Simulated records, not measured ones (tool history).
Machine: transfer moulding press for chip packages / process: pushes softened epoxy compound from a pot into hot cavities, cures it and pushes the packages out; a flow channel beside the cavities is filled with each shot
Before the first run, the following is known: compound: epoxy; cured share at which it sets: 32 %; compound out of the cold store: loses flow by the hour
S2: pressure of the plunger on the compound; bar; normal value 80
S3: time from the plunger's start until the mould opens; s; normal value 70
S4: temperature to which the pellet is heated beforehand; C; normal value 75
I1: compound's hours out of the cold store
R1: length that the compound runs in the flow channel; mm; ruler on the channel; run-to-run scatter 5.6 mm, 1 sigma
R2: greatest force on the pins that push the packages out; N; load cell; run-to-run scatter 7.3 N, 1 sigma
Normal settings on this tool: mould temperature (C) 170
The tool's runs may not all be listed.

run 1 hour=0 | mould_temperature_(C)=170 S2=80 S3=70 S4=75 | I1=44.8 | R1=468 R2=455
run 2 hour=7.6 | mould_temperature_(C)=165 S2=80 S3=70 S4=75 | I1=24.1 | R1=537 R2=611
run 3 hour=12.7 | mould_temperature_(C)=170 S2=71.9 S3=70 S4=75 | I1=17.3 | R1=529 R2=506
run 4 hour=21.3 | mould_temperature_(C)=170 S2=71.9 S3=70 S4=75 | I1=18.1 | R1=520 R2=515
run 5 hour=28.3 | mould_temperature_(C)=170 S2=88.3 S3=70 S4=75 | I1=26.4 | R1=558 R2=533
run 6 hour=35.9 | mould_temperature_(C)=170 S2=88.3 S3=70 S4=75 | I1=13 | R1=595 R2=540
-- hour=43.3 cavities cleaned with cleaning compound and waxed
run 7 hour=43.5 | mould_temperature_(C)=170 S2=80 S3=70 S4=68 | I1=25.7 | R1=527 R2=308
run 8 hour=50.3 | mould_temperature_(C)=170 S2=80 S3=70 S4=68 | I1=29.2 | R1=502 R2=340
run 9 hour=56.7 | mould_temperature_(C)=170 S2=80 S3=70 S4=68 | I1=9.5 | R1=580 R2=366
run 10 hour=68.1 | mould_temperature_(C)=164 S2=80 S3=70 S4=75 | I1=14.9 | R1=582 R2=545
run 11 hour=79.5 | mould_temperature_(C)=164 S2=80 S3=70 S4=75 | I1=28.8 | R1=524 R2=577
run 12 hour=87.4 | mould_temperature_(C)=170 S2=80 S3=70 S4=75 | I1=44.7 | R1=468 R2=463
run 13 hour=94 | mould_temperature_(C)=170 S2=80 S3=70 S4=75 | I1=31.7 | R1=505 R2=493
run 14 hour=103.4 | mould_temperature_(C)=170 S2=73.2 S3=70 S4=75 | I1=11.6 | R1=537 R2=516
run 15 hour=111.7 | mould_temperature_(C)=170 S2=73.2 S3=70 S4=75 | I1=43.3 | R1=441 R2=524
run 16 hour=119.4 | mould_temperature_(C)=170 S2=93.2 S3=70 S4=75 | I1=34.5 | R1=532 R2=546
-- hour=129.9 cavities cleaned with cleaning compound and waxed
run 17 hour=131 | mould_temperature_(C)=170 S2=93.2 S3=70 S4=75 | I1=14.8 | R1=599 R2=322

For run 18, what comes out?
-- hour=143.6 plunger's sealing rings changed
run 18 hour=143.6 | mould_temperature_(C)=171 S2=80 S3=70 S4=75 | I1=10.8 | R1=? R2=?

{"run 18": {"R1": 593, "R2": 359}}
With the hidden condition absent and the run-to-run variation left alone, this run would have shown R1 595 mm, R2 299 N.

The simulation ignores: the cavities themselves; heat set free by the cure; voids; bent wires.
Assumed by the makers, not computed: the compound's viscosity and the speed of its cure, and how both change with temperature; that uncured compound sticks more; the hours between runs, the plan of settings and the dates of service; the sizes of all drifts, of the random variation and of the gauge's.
